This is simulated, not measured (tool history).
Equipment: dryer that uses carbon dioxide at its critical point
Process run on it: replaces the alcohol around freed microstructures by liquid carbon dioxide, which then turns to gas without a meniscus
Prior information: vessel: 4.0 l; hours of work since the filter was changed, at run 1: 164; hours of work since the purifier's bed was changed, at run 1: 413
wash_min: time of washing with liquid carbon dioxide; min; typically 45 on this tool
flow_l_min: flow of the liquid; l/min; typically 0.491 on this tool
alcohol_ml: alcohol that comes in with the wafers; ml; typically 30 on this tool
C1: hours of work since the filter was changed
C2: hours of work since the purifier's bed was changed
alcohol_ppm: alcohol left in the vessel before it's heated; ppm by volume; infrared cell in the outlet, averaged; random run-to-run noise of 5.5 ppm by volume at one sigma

Run 1, hour 0: usual settings; C1 164; C2 413. Result: alcohol_ppm 330 ppm by volume.
Run 2, hour 8.6: usual settings; C1 170; C2 420. Result: alcohol_ppm 337 ppm by volume.
Run 3, hour 22.1: usual settings; C1 181; C2 431. Result: alcohol_ppm 348 ppm by volume.
Run 4, hour 32.8: usual settings; C1 189; C2 439. Result: alcohol_ppm 348 ppm by volume.
Run 5, hour 39.1: usual settings; C1 194; C2 444. Result: alcohol_ppm 366 ppm by volume.
Run 6, hour 48: usual settings; C1 201; C2 451. Result: alcohol_ppm 350 ppm by volume.
Run 7, hour 56.9: usual settings; C1 208; C2 458. Result: alcohol_ppm 352 ppm by volume.
Run 8, hour 67.7: usual settings; C1 217; C2 466. Result: alcohol_ppm 360 ppm by volume.
Run 9, hour 73.8: usual settings but wash_min 52 min, flow_l_min 0.625 l/min, alcohol_ml 70 ml; C1 221; C2 471. Result: alcohol_ppm 250 ppm by volume.
Run 10, hour 87.2: usual settings but alcohol_ml 62 ml; C1 232; C2 482. Result: alcohol_ppm 597 ppm by volume.
Run 11, hour 100.8: usual settings but alcohol_ml 62 ml; C1 242; C2 492. Result: alcohol_ppm 606 ppm by volume.
Run 12, hour 111.5: usual settings but wash_min 34 min; C1 251; C2 501. Result: alcohol_ppm 672 ppm by volume.
Run 13, hour 123.2: usual settings but flow_l_min 0.483 l/min; C1 260; C2 510. Result: alcohol_ppm 386 ppm by volume.
Run 14, hour 136.2: usual settings but wash_min 33 min, flow_l_min 0.52 l/min; C1 270; C2 520. Result: alcohol_ppm 631 ppm by volume.
Run 15, hour 143.3: usual settings but wash_min 31 min; C1 276; C2 526. Result: alcohol_ppm 819 ppm by volume.
Run 16, hour 156.8: usual settings but alcohol_ml 25 ml; C1 286; C2 536. Result: alcohol_ppm 381 ppm by volume.

Predict each of these 4 candidate next runs independently; none follows another, all start after run 16:
Run A, hour 167.5: usual settings but wash_min 57 min, flow_l_min 0.364 l/min, alcohol_ml 22 ml; C1 295; C2 544. Result: alcohol_ppm ?.
Run B, hour 167.5: usual settings but flow_l_min 0.42 l/min, alcohol_ml 117 ml; C1 295; C2 544. Result: alcohol_ppm ?.
Run C, hour 167.5: usual settings but alcohol_ml 20 ml; C1 295; C2 544. Result: alcohol_ppm ?.
Run D, hour 167.5: usual settings but flow_l_min 0.361 l/min, alcohol_ml 114 ml; C1 295; C2 544. Result: alcohol_ppm ?.

run  alcohol_ppm
  A          392
  B         1597
  C          333
  D         2352
The same runs, with their run-to-run variation unchanged, on a tool lacking any hidden condition would have given:
run  alcohol_ppm
  A          152
  B         1070
  C          105
  D         1704
